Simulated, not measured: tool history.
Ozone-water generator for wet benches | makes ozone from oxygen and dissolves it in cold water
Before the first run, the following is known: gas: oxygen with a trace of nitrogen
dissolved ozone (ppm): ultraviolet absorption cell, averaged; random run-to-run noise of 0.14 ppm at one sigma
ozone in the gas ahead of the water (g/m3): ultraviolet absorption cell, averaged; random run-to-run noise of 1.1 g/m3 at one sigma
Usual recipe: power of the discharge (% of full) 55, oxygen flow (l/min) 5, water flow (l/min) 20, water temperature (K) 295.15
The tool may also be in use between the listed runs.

run   hour  power of the discharge (% of full)  oxygen flow (l/min)  water flow (l/min)  water temperature (K)  dissolved ozone (ppm)  ozone in the gas ahead of the water (g/m3)
  1      0                                  55                    5                  20                 295.15                   15.7                                       196.1
  2   17.2                                  55                    5                  20                 295.15                   15.9                                       197.3
  3   48.3                                  55                    5                  20                 295.15                   15.8                                       198.5
  4     64                                  55                    5                  20                 295.15                   15.7                                       196.2
  5   88.3                                  55                    5                  20                 295.15                   15.7                                       195.5
  6  106.7                                  55                    5                  20                 290.15                   17.1                                       196.3
  7  143.4                                  55                    5                  20                 290.15                     17                                       194.2
  8  168.2                                  55                    5                  20                 290.15                   16.8                                         194
  9  194.3                                  55                    5                  20                 290.15                   16.9                                         195
 10  227.3                                  55                    5                  20                 290.15                   17.2                                       193.7
 11  250.1                                  55                    5                  20                 295.15                   16.1                                       193.8
 12  266.9                                  55                 6.47                  20                 295.15                   16.1                                       174.1
 13  287.2                                  55                 6.47                  20                 295.15                     16                                       172.5
 14    321                                  55                 6.47                  20                 295.15                   15.9                                       174.1
 15    354                                  55                 6.47                  20                 295.15                   16.3                                       173.9
 16  384.8                                  55                    5                  29                 295.15                   10.8                                       192.4
 17  416.1                                  55                    5                  29                 295.15                   10.7                                       194.1
 18  435.4                                  55                    5                  29                 295.15                   10.5                                       192.3
 19  463.5                                  99                    5                  17                 295.15                   31.5                                       324.5
 20    496                                  47                    5                  17                 295.15                   16.1                                       167.5
 21    515                                  46                 2.64                  13                 295.15                   18.7                                       211.6
 22  534.6                                  46                 2.64                  13                 295.15                   18.5                                       212.8
     555.3  -- gauge calibrated
 23    559                                  46                 2.64                  13                 295.15                   18.7                                       218.7
 24  581.1                                  46                 2.64                  13                 295.15                   18.5                                         217
 25  616.6                                  65                 2.64                  13                 295.15                   25.3                                         296
 26  649.8                                  65                 2.64                  13                 295.15                   25.3                                       294.7
 27  679.8                                  55                 3.68                  19                 298.15                   15.5                                       222.9
 28  716.1                                  50                 3.19                  16                 303.15                     15                                       217.6
 29    741                                  50                 3.19                  16                 303.15                   14.9                                       211.9
 30  775.6                                  50                 3.19                  32                 298.15                    7.6                                       215.4
 31  794.9                                  64                 3.19                  17                 298.15                   19.3                                       268.1
 32  812.9                                  64                 3.19                  17                 298.15                   19.1                                       265.8

A few steps of ozone in the gas ahead of the water (g/m3) between consecutive runs. Split each: what settings, incoming material and random variation would produce without the hidden state, and what is left over for the hidden state, along with gauge scatter present in only one of the two compared results (measured, and without hidden state):
Hidden state present: yield of the discharge, % of new electrodes'; contactor's efficiency, % of a clean one's; true water temperature over the reading, C; drift of the gauge itself on ozone_ppm, %; drift of the gauge itself on gas_g_m3, %.
Run 18 -> 19: power of the discharge (% of full) 55 -> 99, water flow (l/min) 29 -> 17. ozone in the gas ahead of the water (g/m3) +132.2: hidden state -3.6, all else +135.8.
Run 19 -> 20: power of the discharge (% of full) 99 -> 47. ozone in the gas ahead of the water (g/m3) -157: hidden state +3.7, all else -160.7.
Run 22 -> 23: gauge calibrated. ozone in the gas ahead of the water (g/m3) +5.9: hidden state +6.2, all else -0.3.
Run 24 -> 25: power of the discharge (% of full) 46 -> 65. ozone in the gas ahead of the water (g/m3) +79: hidden state -0.7, all else +79.7.
